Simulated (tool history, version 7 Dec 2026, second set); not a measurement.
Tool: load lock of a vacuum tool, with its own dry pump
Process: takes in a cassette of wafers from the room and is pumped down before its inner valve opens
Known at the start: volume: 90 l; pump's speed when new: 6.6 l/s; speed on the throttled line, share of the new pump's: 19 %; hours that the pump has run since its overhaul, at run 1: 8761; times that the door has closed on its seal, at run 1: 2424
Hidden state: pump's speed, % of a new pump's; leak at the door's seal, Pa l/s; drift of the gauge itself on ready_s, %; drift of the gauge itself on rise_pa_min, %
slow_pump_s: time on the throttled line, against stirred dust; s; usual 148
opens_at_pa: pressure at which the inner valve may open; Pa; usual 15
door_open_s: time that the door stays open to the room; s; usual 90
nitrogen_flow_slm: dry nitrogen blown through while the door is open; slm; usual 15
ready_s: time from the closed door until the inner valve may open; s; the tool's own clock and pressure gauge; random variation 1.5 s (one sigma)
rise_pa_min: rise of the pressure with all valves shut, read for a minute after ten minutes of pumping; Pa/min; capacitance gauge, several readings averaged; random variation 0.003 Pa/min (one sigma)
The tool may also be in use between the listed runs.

| run | hour | slow_pump_s | opens_at_pa | door_open_s | nitrogen_flow_slm | hours that the pump has run since its overhaul | times that the door has closed on its seal | incoming humidity of the room's air, % | ready_s | rise_pa_min |
|---|---|---|---|---|---|---|---|---|---|---|
| 1 | 0 | 148 | 15 | 90 | 15 | 8761 | 2424 | 46.5 | 258.6 | 0.046 |
| 2 | 111.5 | 148 | 15 | 90 | 15 | 8872 | 2590 | 44 | 260.1 | 0.049 |
| 3 | 229.7 | 148 | 15 | 90 | 17 | 8991 | 2766 | 42 | 255.2 | 0.047 |
| 4 | 285.3 | 148 | 15 | 101 | 17 | 9046 | 2848 | 44.1 | 257.9 | 0.053 |
| 5 | 356.9 | 148 | 15 | 101 | 17 | 9118 | 2955 | 43.4 | 257.4 | 0.05 |
| 6 | 448.6 | 148 | 15 | 101 | 17 | 9209 | 3091 | 46.3 | 255.7 | 0.055 |
| 7 | 510.5 | 148 | 15 | 101 | 17 | 9271 | 3183 | 45.1 | 255.3 | 0.051 |
| 8 | 575.2 | 148 | 15 | 90 | 15 | 9336 | 3279 | 44.7 | 254 | 0.054 |
| 9 | 658.1 | 148 | 15 | 90 | 10 | 9419 | 3403 | 43.7 | 257.6 | 0.049 |
| 10 | 768.4 | 148 | 15 | 90 | 10 | 9529 | 3567 | 49.3 | 258.2 | 0.06 |
| 11 | 861.7 | 148 | 15 | 90 | 10 | 9623 | 3706 | 46.6 | 258.7 | 0.059 |
| 12 | 957.2 | 148 | 15 | 90 | 10 | 9718 | 3848 | 48.3 | 255 | 0.062 |
| 13 | 1028.3 | 148 | 26 | 90 | 15 | 9789 | 3953 | 48.1 | 249.2 | 0.059 |
| 14 | 1085.1 | 98 | 12 | 116 | 9 | 9846 | 4038 | 42.6 | 221 | 0.06 |
| 15 | 1153 | 98 | 12 | 116 | 9 | 9914 | 4139 | 44.1 | 222.3 | 0.066 |
| 16 | 1230 | 211 | 14 | 199 | 35 | 9991 | 4253 | 44.3 | 307.7 | 0.064 |
| 17 | 1310.7 | 148 | 14 | 90 | 15 | 10072 | 4373 | 43.3 | 259.6 | 0.054 |
| 18 | 1421.8 | 189 | 17 | 119 | 20 | 10183 | 4539 | 44.7 | 286.6 | 0.062 |
| 19 | 1473.9 | 77 | 15 | 76 | 15 | 10235 | 4616 | 42.9 | 202.9 | 0.046 |
| 20 | 1538.6 | 77 | 15 | 76 | 15 | 10299 | 4713 | 41.7 | 202.2 | 0.04 |
| 21 | 1622 | 148 | 10 | 90 | 15 | 10383 | 4837 | 46.4 | 265.9 | 0.055 |
| 22 | 1724.8 | 283 | 12 | 30 | 10 | 10486 | 4989 | 48.1 | 370.3 | 0.038 |
| 23 | 1775.3 | 93 | 20 | 189 | 6 | 10536 | 5065 | 43.5 | 209.6 | 0.091 |
| 24 | 1892.5 | 179 | 20 | 118 | 41 | 10653 | 5239 | 47.1 | 275.5 | 0.046 |
| 25 | 1948.8 | 179 | 20 | 118 | 41 | 10710 | 5323 | 47.2 | 279.7 | 0.042 |
| 26 | 2006.2 | 105 | 15 | 90 | 15 | 10767 | 5408 | 45.5 | 228 | 0.056 |

Predict each of these 3 candidate next runs independently; none follows another, all start after run 26:
| A | 2096 | 129 | 27 | 131 | 15 | 10857 | 5542 | 42.2 | ? | ? |
| B | 2096 | 234 | 15 | 97 | 15 | 10857 | 5542 | 42.6 | ? | ? |
| C | 2096 | 105 | 15 | 90 | 6 | 10857 | 5542 | 48.1 | ? | ? |

| run | ready_s | rise_pa_min |
|---|---|---|
| A | 234.2 | 0.065 |
| B | 327.6 | 0.064 |
| C | 227 | 0.073 |
Without the tool's unlogged condition, the same runs would have read:
| run | ready_s | rise_pa_min |
|---|---|---|
| A | 216.9 | 0.049 |
| B | 312.4 | 0.048 |
| C | 206.8 | 0.057 |
